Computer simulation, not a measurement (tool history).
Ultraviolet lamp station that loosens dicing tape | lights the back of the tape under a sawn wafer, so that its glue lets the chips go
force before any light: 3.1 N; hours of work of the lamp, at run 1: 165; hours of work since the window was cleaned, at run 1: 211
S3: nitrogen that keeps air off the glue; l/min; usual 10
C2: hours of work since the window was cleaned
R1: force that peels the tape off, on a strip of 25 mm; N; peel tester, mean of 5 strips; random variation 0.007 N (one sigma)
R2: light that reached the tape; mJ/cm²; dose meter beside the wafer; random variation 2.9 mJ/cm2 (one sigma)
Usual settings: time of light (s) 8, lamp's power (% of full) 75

run 1 day=0.000 | time_of_light_(s)=8 lamp's_power_(%_of_full)=75 S3=10 | hours_of_work_of_the_lamp=165 C2=211 | R1=0.270 R2=374
run 2 day=0.488 | time_of_light_(s)=8 lamp's_power_(%_of_full)=75 S3=10 | hours_of_work_of_the_lamp=173 C2=219 | R1=0.271 R2=373
run 3 day=0.750 | time_of_light_(s)=8 lamp's_power_(%_of_full)=75 S3=10 | hours_of_work_of_the_lamp=178 C2=224 | R1=0.269 R2=370
run 4 day=1.071 | time_of_light_(s)=8 lamp's_power_(%_of_full)=75 S3=10 | hours_of_work_of_the_lamp=183 C2=229 | R1=0.285 R2=366
run 5 day=1.550 | time_of_light_(s)=8 lamp's_power_(%_of_full)=75 S3=10 | hours_of_work_of_the_lamp=191 C2=237 | R1=0.263 R2=362
run 6 day=2.012 | time_of_light_(s)=5 lamp's_power_(%_of_full)=75 S3=10 | hours_of_work_of_the_lamp=198 C2=244 | R1=0.486 R2=226
run 7 day=2.538 | time_of_light_(s)=5 lamp's_power_(%_of_full)=75 S3=10 | hours_of_work_of_the_lamp=207 C2=253 | R1=0.493 R2=222
run 8 day=2.812 | time_of_light_(s)=5 lamp's_power_(%_of_full)=75 S3=10 | hours_of_work_of_the_lamp=211 C2=258 | R1=0.490 R2=225
run 9 day=3.325 | time_of_light_(s)=5 lamp's_power_(%_of_full)=75 S3=10 | hours_of_work_of_the_lamp=220 C2=266 | R1=0.510 R2=224
-- day=3.375 window cleaned of glue's vapour
run 10 day=3.867 | time_of_light_(s)=5 lamp's_power_(%_of_full)=75 S3=10 | hours_of_work_of_the_lamp=228 C2=8 | R1=0.554 R2=207
run 11 day=4.179 | time_of_light_(s)=5 lamp's_power_(%_of_full)=75 S3=10 | hours_of_work_of_the_lamp=234 C2=13 | R1=0.543 R2=205
run 12 day=4.688 | time_of_light_(s)=8 lamp's_power_(%_of_full)=75 S3=19 | hours_of_work_of_the_lamp=242 C2=22 | R1=0.262 R2=326
run 13 day=5.008 | time_of_light_(s)=8 lamp's_power_(%_of_full)=75 S3=19 | hours_of_work_of_the_lamp=247 C2=27 | R1=0.279 R2=326
run 14 day=5.250 | time_of_light_(s)=10 lamp's_power_(%_of_full)=89 S3=4 | hours_of_work_of_the_lamp=251 C2=31 | R1=0.290 R2=482
run 15 day=5.608 | time_of_light_(s)=8 lamp's_power_(%_of_full)=60 S3=7 | hours_of_work_of_the_lamp=257 C2=37 | R1=0.467 R2=259
run 16 day=5.975 | time_of_light_(s)=6 lamp's_power_(%_of_full)=75 S3=10 | hours_of_work_of_the_lamp=263 C2=43 | R1=0.437 R2=243
run 17 day=6.458 | time_of_light_(s)=6 lamp's_power_(%_of_full)=99 S3=6 | hours_of_work_of_the_lamp=271 C2=51 | R1=0.390 R2=320
-- day=6.579 window cleaned of glue's vapour, once more
run 18 day=6.896 | time_of_light_(s)=6 lamp's_power_(%_of_full)=99 S3=6 | hours_of_work_of_the_lamp=278 C2=5 | R1=0.298 R2=379
run 19 day=7.125 | time_of_light_(s)=6 lamp's_power_(%_of_full)=99 S3=6 | hours_of_work_of_the_lamp=282 C2=9 | R1=0.317 R2=382

How the hidden state differs across the entries between the runs, from the last listed run before each to the first after it:
Between runs 9 and 10: window cleaned of glue's vapour (day 3.375)
  lamp's light, % of a new lamp's: 92.5 -> 92.3; light that the window lets through, % of a clean one's: 90.7 -> 84.6
  measured less the result without the state, R1: +0.103 -> +0.156 N; R2: -43 -> -58 mJ/cm²
Between runs 17 and 18: window cleaned of glue's vapour, once more (day 6.579)
  lamp's light, % of a new lamp's: 90.8 -> 90.6; light that the window lets through, % of a clean one's: 83.2 -> 99.3
  measured less the result without the state, R1: +0.107 -> +0.030 N; R2: -103 -> -43 mJ/cm²
